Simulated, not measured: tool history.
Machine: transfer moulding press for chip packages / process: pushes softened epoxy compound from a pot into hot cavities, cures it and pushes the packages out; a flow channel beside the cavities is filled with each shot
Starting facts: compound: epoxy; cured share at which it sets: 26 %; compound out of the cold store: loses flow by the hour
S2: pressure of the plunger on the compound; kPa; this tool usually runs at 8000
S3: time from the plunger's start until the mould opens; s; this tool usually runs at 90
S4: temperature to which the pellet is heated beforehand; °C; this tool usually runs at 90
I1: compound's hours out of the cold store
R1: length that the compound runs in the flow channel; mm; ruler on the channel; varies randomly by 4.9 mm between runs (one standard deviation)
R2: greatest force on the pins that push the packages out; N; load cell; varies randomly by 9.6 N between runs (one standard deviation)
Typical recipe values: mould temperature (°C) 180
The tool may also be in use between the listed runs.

Run 1, hour 0.0: usual settings; I1 26.7. Result: R1 809 mm, R2 436 N.
Run 2, hour 24.8: usual settings; I1 46.4. Result: R1 718 mm, R2 578 N.
At hour 42.4: cavities cleaned with cleaning compound and waxed.
Run 3, hour 69.3: usual settings but S4 85 °C; I1 15.1. Result: R1 855 mm, R2 609 N.
At hour 83.2: cavities cleaned with cleaning compound and waxed.
Run 4, hour 109.3: usual settings but S4 85 °C; I1 39.1. Result: R1 745 mm, R2 599 N.
At hour 125.8: cavities cleaned with cleaning compound and waxed.
Run 5, hour 154.1: usual settings but S4 85 °C; I1 47.3. Result: R1 713 mm, R2 603 N.
At hour 166.5: cavities cleaned with cleaning compound and waxed.
At hour 173.1: plunger's sealing rings changed.
Run 6, hour 195.0: usual settings but S4 85 °C; I1 31.8. Result: R1 803 mm, R2 631 N.
At hour 209.3: cavities cleaned with cleaning compound and waxed.
Run 7, hour 218.9: usual settings but S4 85 °C; I1 29.0. Result: R1 805 mm, R2 562 N.
Run 8, hour 245.9: usual settings but S4 85 °C; I1 12.7. Result: R1 871 mm, R2 666 N.
At hour 251.6: cavities cleaned with cleaning compound and waxed.
Run 9, hour 283.4: usual settings but S4 85 °C; I1 25.3. Result: R1 825 mm, R2 683 N.
At hour 291.3: cavities cleaned with cleaning compound and waxed.
Run 10, hour 323.2: usual settings but mould temperature (°C) 176; I1 9.3. Result: R1 890 mm, R2 822 N.
At hour 330.1: cavities cleaned with cleaning compound and waxed.
At hour 371.3: cavities cleaned with cleaning compound and waxed.
Run 11, hour 376.8: usual settings; I1 18.0. Result: R1 837 mm, R2 528 N.
At hour 410.7: cavities cleaned with cleaning compound and waxed.
Run 12, hour 412.0: usual settings; I1 24.1. Result: R1 814 mm, R2 469 N.
At hour 451.2: cavities cleaned with cleaning compound and waxed.
Run 13, hour 461.2: usual settings; I1 27.5. Result: R1 790 mm, R2 549 N.
At hour 491.4: cavities cleaned with cleaning compound and waxed.
At hour 497.0: plunger's sealing rings changed.
Run 14, hour 515.7: usual settings but mould temperature (°C) 187, S3 79 s; I1 43.4. Result: R1 738 mm, R2 560 N.
At hour 534.2: cavities cleaned with cleaning compound and waxed.
Run 15, hour 538.7: usual settings but mould temperature (°C) 187, S2 7230 kPa, S3 120 s; I1 33.5. Result: R1 743 mm, R2 399 N.
Run 16, hour 562.0: usual settings but mould temperature (°C) 187, S2 7230 kPa, S3 120 s; I1 12.4. Result: R1 814 mm, R2 513 N.
At hour 574.2: cavities cleaned with cleaning compound and waxed.
At hour 614.3: cavities cleaned with cleaning compound and waxed.
Run 17, hour 616.8: usual settings but mould temperature (°C) 185, S2 6430 kPa, S3 105 s, S4 94 °C; I1 46.6. Result: R1 660 mm, R2 393 N.
Run 18, hour 643.8: usual settings but mould temperature (°C) 181; I1 19.2. Result: R1 831 mm, R2 647 N.
At hour 655.4: cavities cleaned with cleaning compound and waxed.
Run 19, hour 684.7: usual settings but mould temperature (°C) 181, S3 94 s; I1 31.0. Result: R1 786 mm, R2 586 N.
At hour 698.0: cavities cleaned with cleaning compound and waxed.
Run 20, hour 720.6: usual settings but mould temperature (°C) 173, S2 6940 kPa, S3 71 s; I1 43.7. Result: R1 704 mm, R2 1498 N.
At hour 736.6: mould's thermocouples calibrated.
At hour 742.2: cavities cleaned with cleaning compound and waxed.
Run 21, hour 751.5: usual settings but mould temperature (°C) 173, S4 95 °C; I1 22.5. Result: R1 828 mm, R2 755 N.
At hour 781.7: cavities cleaned with cleaning compound and waxed.
Run 22, hour 799.6: usual settings but mould temperature (°C) 172; I1 20.0. Result: R1 841 mm, R2 961 N.
At hour 820.9: plunger's sealing rings changed.
At hour 825.1: cavities cleaned with cleaning compound and waxed.
Run 23, hour 849.1: usual settings but mould temperature (°C) 172; I1 14.9. Result: R1 887 mm, R2 1037 N.
At hour 864.5: cavities cleaned with cleaning compound and waxed.
Run 24, hour 882.7: usual settings but mould temperature (°C) 172, S3 91 s, S4 100 °C; I1 13.1. Result: R1 893 mm, R2 974 N.
At hour 905.3: cavities cleaned with cleaning compound and waxed.
Run 25, hour 932.0: usual settings but mould temperature (°C) 172, S3 91 s, S4 100 °C; I1 10.9. Result: R1 909 mm, R2 1027 N.
At hour 945.3: cavities cleaned with cleaning compound and waxed.
Run 26, hour 980.8: usual settings but mould temperature (°C) 172, S2 7590 kPa, S3 91 s, S4 96 °C; I1 37.5. Result: R1 766 mm, R2 980 N.

Each row is a separate what-if for the run after 26, all from the same tool condition, not one after another. Results?
At hour 986.2: cavities cleaned with cleaning compound and waxed.
Run A, hour 1005.8: usual settings but mould temperature (°C) 187, S2 8520 kPa, S4 91 °C; I1 30.5. Result: R1 ?, R2 ?.
At hour 986.2: cavities cleaned with cleaning compound and waxed.
Run B, hour 1005.8: usual settings but mould temperature (°C) 182, S3 83 s; I1 8.1. Result: R1 ?, R2 ?.
At hour 986.2: cavities cleaned with cleaning compound and waxed.
Run C, hour 1005.8: usual settings but mould temperature (°C) 174, S2 8780 kPa, S3 91 s, S4 96 °C; I1 25.4. Result: R1 ?, R2 ?.
At hour 986.2: cavities cleaned with cleaning compound and waxed.
Run D, hour 1005.8: usual settings but S4 93 °C; I1 40.3. Result: R1 ?, R2 ?.

run   R1   R2
  A  805  511
  B  874  655
  C  858  835
  D  751  605
Stripped of hidden state, with their random variation kept, the same runs would have yielded:
run   R1   R2
  A  823  376
  B  893  467
  C  876  585
  D  767  437
